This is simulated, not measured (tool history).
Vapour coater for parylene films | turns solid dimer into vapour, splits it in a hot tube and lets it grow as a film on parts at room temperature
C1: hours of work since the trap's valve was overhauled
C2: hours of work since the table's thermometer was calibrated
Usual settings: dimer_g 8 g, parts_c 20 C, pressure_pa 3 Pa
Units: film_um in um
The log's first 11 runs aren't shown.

Run 12, hour 484.7: usual settings but parts_c 27 C; C1 105; C2 532. Result: film_um 2.1 um.
Run 13, hour 522.9: usual settings but parts_c 27 C; C1 126; C2 553. Result: film_um 2.04 um.
Run 14, hour 566.1: usual settings but parts_c 27 C; C1 149; C2 576. Result: film_um 2.05 um.
Run 15, hour 627.4: usual settings but parts_c 18 C; C1 182; C2 610. Result: film_um 2.47 um.
Run 16, hour 687.8: usual settings but dimer_g 3 g, parts_c 25 C; C1 215; C2 642. Result: film_um 0.83 um.
Run 17, hour 731.3: usual settings but dimer_g 3 g, parts_c 25 C; C1 239; C2 666. Result: film_um 0.78 um.
Run 18, hour 761: usual settings but parts_c 12 C, pressure_pa 4.54 Pa; C1 255; C2 682. Result: film_um 2.61 um.
Run 19, hour 806.7: usual settings but parts_c 12 C, pressure_pa 4.54 Pa; C1 280; C2 707. Result: film_um 2.63 um.
Run 20, hour 836.6: usual settings but parts_c 31 C, pressure_pa 9.13 Pa; C1 296; C2 723. Result: film_um 1.63 um.
Run 21, hour 866.8: usual settings but dimer_g 6 g, parts_c 23 C, pressure_pa 9.87 Pa; C1 312; C2 740. Result: film_um 1.41 um.
Run 22, hour 897: usual settings but dimer_g 13 g, pressure_pa 2.38 Pa; C1 329; C2 756. Result: film_um 3.8 um.
Run 23, hour 950: usual settings but dimer_g 7 g, parts_c 26 C, pressure_pa 6.56 Pa; C1 357; C2 785. Result: film_um 1.63 um.
Run 24, hour 987.1: usual settings but dimer_g 10 g, parts_c 16 C, pressure_pa 3.13 Pa; C1 378; C2 805. Result: film_um 3.04 um.
Run 25, hour 1040.6: usual settings but dimer_g 10 g, parts_c 28 C, pressure_pa 2.11 Pa; C1 407; C2 834. Result: film_um 2.55 um.
Run 26, hour 1087.3: usual settings but dimer_g 7 g, pressure_pa 2.77 Pa; C1 432; C2 859. Result: film_um 1.99 um.
Run 27, hour 1126.3: usual settings but dimer_g 7 g, pressure_pa 2.77 Pa; C1 453; C2 880. Result: film_um 1.98 um.
Run 28, hour 1153.1: usual settings but dimer_g 6 g, parts_c 26 C; C1 468; C2 895. Result: film_um 1.49 um.
Run 29, hour 1190.4: usual settings but dimer_g 13 g, parts_c 21 C; C1 488; C2 915. Result: film_um 3.55 um.
At hour 1244.1: trap's valve overhauled.
Run 30, hour 1254.8: usual settings but dimer_g 13 g, parts_c 30 C, pressure_pa 7.46 Pa; C1 6; C2 948. Result: film_um 2.89 um.

Forecast each of these 5 alternatives for the next run:
Run A, hour 1309.7: usual settings but dimer_g 9 g, parts_c 15 C, pressure_pa 2.65 Pa; C1 36; C2 978. Result: film_um ?.
Run B, hour 1309.7: usual settings but dimer_g 6 g, parts_c 25 C; C1 36; C2 978. Result: film_um ?.
Run C, hour 1309.7: usual settings but pressure_pa 3.25 Pa; C1 36; C2 978. Result: film_um ?.
Run D, hour 1309.7: usual settings but dimer_g 13 g, parts_c 17 C, pressure_pa 4.5 Pa; C1 36; C2 978. Result: film_um ?.
Run E, hour 1309.7: usual settings but dimer_g 7 g, parts_c 18 C, pressure_pa 8.58 Pa; C1 36; C2 978. Result: film_um ?.

run  film_um
  A     3.07
  B     1.61
  C     2.39
  D     3.92
  E     1.96
Without the tool's hidden state the same runs would have given:
run  film_um
  A     3.11
  B     1.63
  C     2.42
  D     3.97
  E     1.98

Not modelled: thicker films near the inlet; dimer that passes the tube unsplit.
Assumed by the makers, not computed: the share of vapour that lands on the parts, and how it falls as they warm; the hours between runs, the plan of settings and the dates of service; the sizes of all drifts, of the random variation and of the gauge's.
